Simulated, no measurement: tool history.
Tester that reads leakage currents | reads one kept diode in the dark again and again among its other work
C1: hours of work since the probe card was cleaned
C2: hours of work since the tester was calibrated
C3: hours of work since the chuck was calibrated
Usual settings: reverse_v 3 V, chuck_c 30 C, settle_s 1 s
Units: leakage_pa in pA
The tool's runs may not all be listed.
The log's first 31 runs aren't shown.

run 32 hour=1382.4 | reverse_v=4.58 chuck_c=45 settle_s=1.21 | C1=153 C2=2058 C3=277 | leakage_pa=913.43
run 33 hour=1434.3 | reverse_v=4.58 chuck_c=45 settle_s=0.35 | C1=193 C2=2098 C3=316 | leakage_pa=918.8
run 34 hour=1477.5 | reverse_v=6.75 chuck_c=37 settle_s=0.35 | C1=225 C2=2130 C3=349 | leakage_pa=540.9
run 35 hour=1538 | reverse_v=6.75 chuck_c=37 settle_s=0.35 | C1=271 C2=2176 C3=395 | leakage_pa=548.17
run 36 hour=1597.3 | reverse_v=6.75 chuck_c=37 settle_s=0.35 | C1=316 C2=2221 C3=439 | leakage_pa=545.96
run 37 hour=1643.9 | reverse_v=15.72 chuck_c=41 settle_s=0.35 | C1=351 C2=2256 C3=475 | leakage_pa=1051.46
run 38 hour=1678.8 | reverse_v=2.11 chuck_c=38 settle_s=1 | C1=378 C2=2283 C3=501 | leakage_pa=395.61
run 39 hour=1731 | reverse_v=11.26 chuck_c=40 settle_s=6.24 | C1=417 C2=2322 C3=541 | leakage_pa=853.89

3 ways to go on from here, each from the tool as it stands after run 39. What would each give?
run A hour=1783.6 | reverse_v=1.73 chuck_c=46 settle_s=5.16 | C1=457 C2=2362 C3=580 | leakage_pa=?
run B hour=1783.6 | reverse_v=11.26 chuck_c=55 settle_s=2.58 | C1=457 C2=2362 C3=580 | leakage_pa=?
run C hour=1783.6 | reverse_v=1.16 chuck_c=30 settle_s=1 | C1=457 C2=2362 C3=580 | leakage_pa=?

run=A leakage_pa=725.47
run=B leakage_pa=2863.86
run=C leakage_pa=158.18
Without the tool's hidden state the same runs would have given:
run=A leakage_pa=674.45
run=B leakage_pa=2669.07
run=C leakage_pa=145.79

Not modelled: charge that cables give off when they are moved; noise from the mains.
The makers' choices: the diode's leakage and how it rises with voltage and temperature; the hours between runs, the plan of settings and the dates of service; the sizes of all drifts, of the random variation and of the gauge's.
